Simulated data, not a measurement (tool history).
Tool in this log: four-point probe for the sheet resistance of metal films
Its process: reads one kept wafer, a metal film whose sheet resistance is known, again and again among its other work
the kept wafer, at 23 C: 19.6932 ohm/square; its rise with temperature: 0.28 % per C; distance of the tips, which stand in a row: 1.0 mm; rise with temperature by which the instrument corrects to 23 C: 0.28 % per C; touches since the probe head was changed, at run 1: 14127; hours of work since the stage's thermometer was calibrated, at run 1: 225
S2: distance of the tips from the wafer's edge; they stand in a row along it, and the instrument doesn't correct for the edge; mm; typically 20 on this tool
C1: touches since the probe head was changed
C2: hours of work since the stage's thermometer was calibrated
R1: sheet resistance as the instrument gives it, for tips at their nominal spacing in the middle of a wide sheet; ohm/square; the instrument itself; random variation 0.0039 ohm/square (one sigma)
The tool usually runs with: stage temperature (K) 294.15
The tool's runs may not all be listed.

Run 1, day 0: usual settings; C1 14127; C2 225. Result: R1 19.711114 ohm/square.
Run 2, day 2.004: usual settings but S2 44 mm; C1 15156; C2 263. Result: R1 19.689036 ohm/square.
Run 3, day 3.908: usual settings but S2 44 mm; C1 16135; C2 300. Result: R1 19.692854 ohm/square.
Run 4, day 6.9: usual settings; C1 17672; C2 357. Result: R1 19.707361 ohm/square.
Run 5, day 9.483: usual settings; C1 18999; C2 406. Result: R1 19.716077 ohm/square.
Run 6, day 11.2: usual settings but S2 4 mm; C1 19880; C2 439. Result: R1 20.328919 ohm/square.
Run 7, day 14.3: usual settings but S2 4 mm; C1 21474; C2 498. Result: R1 20.327551 ohm/square.
Run 8, day 16.488: usual settings but S2 4 mm; C1 22598; C2 540. Result: R1 20.331943 ohm/square.
Run 9, day 18.538: usual settings but S2 4 mm; C1 23650; C2 579. Result: R1 20.326426 ohm/square.
Run 10, day 21.1: usual settings; C1 24968; C2 628. Result: R1 19.719376 ohm/square.
Run 11, day 23.262: usual settings; C1 26079; C2 669. Result: R1 19.719456 ohm/square.
Run 12, day 24.788: usual settings; C1 26862; C2 698. Result: R1 19.716554 ohm/square.
Run 13, day 27.158: usual settings but stage temperature (K) 304.15; C1 28081; C2 744. Result: R1 19.710131 ohm/square.
Run 14, day 28.629: usual settings but stage temperature (K) 304.15; C1 28835; C2 772. Result: R1 19.708513 ohm/square.

For run 15, what comes out?
Run 15, day 31.229: usual settings but S2 4 mm; C1 30171; C2 821. Result: R1 ?.

R1: 20.338339 ohm/square
If the tool had no hidden condition, the same run with the same run-to-run variation would have returned R1 20.340284 ohm/square.
